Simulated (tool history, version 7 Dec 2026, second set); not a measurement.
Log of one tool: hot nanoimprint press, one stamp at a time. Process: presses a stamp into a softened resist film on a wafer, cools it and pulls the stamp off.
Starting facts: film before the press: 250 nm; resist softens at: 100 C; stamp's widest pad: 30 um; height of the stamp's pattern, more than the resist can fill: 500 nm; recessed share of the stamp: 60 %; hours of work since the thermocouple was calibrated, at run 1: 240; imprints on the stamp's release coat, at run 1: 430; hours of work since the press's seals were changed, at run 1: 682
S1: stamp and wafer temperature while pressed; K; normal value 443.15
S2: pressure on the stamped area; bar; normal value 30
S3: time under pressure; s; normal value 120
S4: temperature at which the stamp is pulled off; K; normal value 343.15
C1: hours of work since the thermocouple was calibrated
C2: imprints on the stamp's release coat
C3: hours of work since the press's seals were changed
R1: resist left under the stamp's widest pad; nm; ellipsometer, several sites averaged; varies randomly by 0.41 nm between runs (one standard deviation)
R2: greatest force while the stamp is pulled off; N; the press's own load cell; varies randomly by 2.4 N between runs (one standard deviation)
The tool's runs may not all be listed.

Run 1, hour 0: usual settings; C1 240; C2 430; C3 682. Result: R1 144.3 nm, R2 131 N.
Run 2, hour 30.4: usual settings but S3 144 s; C1 261; C2 540; C3 703. Result: R1 136.1 nm, R2 131 N.
Run 3, hour 68.3: usual settings but S3 144 s; C1 288; C2 678; C3 730. Result: R1 135.7 nm, R2 130 N.
Run 4, hour 93.9: usual settings but S3 144 s, S4 334.15 K; C1 306; C2 771; C3 748. Result: R1 135.6 nm, R2 160 N.
Run 5, hour 115.1: usual settings but S3 96 s; C1 321; C2 848; C3 763. Result: R1 155.7 nm, R2 129 N.
Run 6, hour 137.3: usual settings but S1 450.15 K; C1 337; C2 929; C3 779. Result: R1 115.5 nm, R2 129 N.
Run 7, hour 163.4: usual settings but S1 450.15 K; C1 355; C2 1023; C3 797. Result: R1 115.5 nm, R2 126 N.
At hour 181.3: plate thermocouple calibrated.
Run 8, hour 203.1: usual settings but S1 449.15 K, S2 30.8 bar, S4 342.15 K; C1 15; C2 1157; C3 823. Result: R1 118.2 nm, R2 136 N.
Run 9, hour 225.3: usual settings but S1 453.15 K, S4 335.15 K; C1 31; C2 1237; C3 839. Result: R1 105.1 nm, R2 159 N.
Run 10, hour 257.6: usual settings but S3 98 s, S4 332.15 K; C1 54; C2 1355; C3 861. Result: R1 155.1 nm, R2 167 N.

What if the next run were any one of these 4? Each begins from the tool's condition after run 10:
Run A, hour 297.7: usual settings but S1 434.15 K, S2 20.8 bar, S3 67 s; C1 82; C2 1500; C3 890. Result: R1 ?, R2 ?.
Run B, hour 297.7: usual settings but S1 447.15 K, S3 98 s, S4 332.15 K; C1 82; C2 1500; C3 890. Result: R1 ?, R2 ?.
Run C, hour 297.7: usual settings but S2 37.3 bar, S3 98 s, S4 332.15 K; C1 82; C2 1500; C3 890. Result: R1 ?, R2 ?.
Run D, hour 297.7: usual settings but S1 444.15 K, S3 126 s, S4 340.15 K; C1 82; C2 1500; C3 890. Result: R1 ?, R2 ?.

run     R1   R2
  A  221.7  129
  B  137.6  168
  C    144  172
  D  139.1  147
Without the tool's hidden state the same runs would have given:
run     R1   R2
  A  219.5  127
  B  136.2  166
  C  142.5  169
  D  137.7  145
